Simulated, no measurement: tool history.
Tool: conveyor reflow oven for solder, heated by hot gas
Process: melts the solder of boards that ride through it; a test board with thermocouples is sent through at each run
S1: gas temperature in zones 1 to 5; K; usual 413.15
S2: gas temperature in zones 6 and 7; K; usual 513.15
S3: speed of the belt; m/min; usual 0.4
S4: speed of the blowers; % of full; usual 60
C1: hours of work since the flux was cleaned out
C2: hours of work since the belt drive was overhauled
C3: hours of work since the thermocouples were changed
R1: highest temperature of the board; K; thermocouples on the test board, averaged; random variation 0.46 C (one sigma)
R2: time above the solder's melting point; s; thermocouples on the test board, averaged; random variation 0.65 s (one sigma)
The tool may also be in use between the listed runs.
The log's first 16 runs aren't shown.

run 17 hour=726.6 | S1=413.15 S2=513.15 S3=0.32 S4=77 | C1=239 C2=1053 C3=527 | R1=500.55 R2=97.9
run 18 hour=760.7 | S1=413.15 S2=513.15 S3=0.32 S4=57 | C1=257 C2=1071 C3=545 | R1=496.75 R2=93.5
run 19 hour=792.2 | S1=413.15 S2=512.15 S3=0.4 S4=60 | C1=273 C2=1087 C3=561 | R1=489.85 R2=66.2
run 20 hour=821 | S1=425.15 S2=516.15 S3=0.4 S4=60 | C1=288 C2=1102 C3=576 | R1=494.85 R2=77.2
-- hour=856.5 thermocouples of zones 6 and 7 changed
run 21 hour=860.2 | S1=425.15 S2=516.15 S3=0.4 S4=60 | C1=307 C2=1122 C3=2 | R1=496.25 R2=79.5
-- hour=867.7 belt drive overhauled, speed set with a stopwatch
-- hour=917.6 flux residue cleaned out of gas plates and filters
run 22 hour=917.6 | S1=425.15 S2=516.15 S3=0.344 S4=60 | C1=0 C2=23 C3=27 | R1=503.75 R2=98
run 23 hour=947.9 | S1=425.15 S2=516.15 S3=0.344 S4=60 | C1=16 C2=39 C3=43 | R1=504.05 R2=99.3
run 24 hour=975.4 | S1=425.15 S2=516.15 S3=0.344 S4=60 | C1=30 C2=53 C3=57 | R1=503.15 R2=98.9
run 25 hour=1021 | S1=424.15 S2=513.15 S3=0.469 S4=60 | C1=54 C2=77 C3=81 | R1=490.45 R2=62
run 26 hour=1058.4 | S1=424.15 S2=513.15 S3=0.469 S4=60 | C1=73 C2=97 C3=100 | R1=489.55 R2=61.3
-- hour=1097.3 belt drive overhauled, speed set with a stopwatch, once more
run 27 hour=1097.3 | S1=424.15 S2=513.15 S3=0.469 S4=60 | C1=91 C2=0 C3=119 | R1=488.65 R2=60.7
run 28 hour=1142.7 | S1=424.15 S2=513.15 S3=0.469 S4=60 | C1=115 C2=24 C3=142 | R1=488.75 R2=60.4
run 29 hour=1179.1 | S1=424.15 S2=513.15 S3=0.469 S4=60 | C1=134 C2=43 C3=161 | R1=488.85 R2=59.3
run 30 hour=1214.2 | S1=400.15 S2=511.15 S3=0.469 S4=75 | C1=152 C2=61 C3=179 | R1=486.75 R2=49.9

4 ways to go on from here, each from the tool as it stands after run 30. What would each give?
run A hour=1248.4 | S1=406.15 S2=504.15 S3=0.469 S4=54 | C1=170 C2=79 C3=197 | R1=? R2=?
run B hour=1248.4 | S1=400.15 S2=511.15 S3=0.472 S4=78 | C1=170 C2=79 C3=197 | R1=? R2=?
run C hour=1248.4 | S1=415.15 S2=511.15 S3=0.469 S4=75 | C1=170 C2=79 C3=197 | R1=? R2=?
run D hour=1248.4 | S1=424.15 S2=508.15 S3=0.469 S4=75 | C1=170 C2=79 C3=197 | R1=? R2=?

run=A R1=474.25 R2=37.1
run=B R1=486.55 R2=48.9
run=C R1=488.15 R2=56.8
run=D R1=489.35 R2=59.8
Without the tool's hidden state the same runs would have given:
run=A R1=476.05 R2=39.8
run=B R1=488.85 R2=51.2
run=C R1=490.25 R2=58.7
run=D R1=491.25 R2=61.5
